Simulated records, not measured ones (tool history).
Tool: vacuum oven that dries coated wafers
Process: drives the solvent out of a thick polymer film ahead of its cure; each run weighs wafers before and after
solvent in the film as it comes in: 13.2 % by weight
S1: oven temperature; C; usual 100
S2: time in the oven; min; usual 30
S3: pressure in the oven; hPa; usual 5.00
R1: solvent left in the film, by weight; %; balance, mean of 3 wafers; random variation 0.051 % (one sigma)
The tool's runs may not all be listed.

run    hour   S1  S2     S3    R1
  1     0.0  100  30   5.00  0.93
  2    35.1  100  30   5.00  0.89
  3    86.7  100  30   5.00  1.02
  4   111.2  100  16   5.00  2.48
  5   140.6   90  30   5.00  2.76
  6   191.3   90  47   5.00  1.64
  7   235.3  100  30   5.00  1.00
  8   263.8  100  30   5.00  0.97
  9   318.8  100  30   2.99  0.96
 10   343.5  100  30   5.00  1.08
 11   375.3  100  30   5.00  1.03
 12   431.1  100  30   7.66  1.31
 13   479.0  100  30   7.66  1.31
 14   515.7  113  37  10.72  0.70
 15   566.2  100  16  13.02  3.21
 16   622.3  100  40   3.23  0.69
 17   668.2  100  40   3.23  0.73
 18   723.2  106  32   3.06  0.47
 19   781.2   89  30  16.72  4.45
 20   824.0   90  30   2.96  2.73
 21   857.6   94  30   6.80  2.18
 22   905.7  105  30   3.49  0.59
 23   958.6  105  30   3.49  0.63
 24   994.1  105  30   3.49  0.61
 25  1044.7  105  30   3.49  0.68

Forecast each of these 3 alternatives for the next run:
  A  1071.0  104  23  19.89   ?
  B  1071.0   88  30   2.78   ?
  C  1071.0  100  30  15.43   ?

run    R1
  A  2.27
  B  3.42
  C  1.95
Without the tool's hidden state the same runs would have given:
run    R1
  A  1.82
  B  2.63
  C  1.50
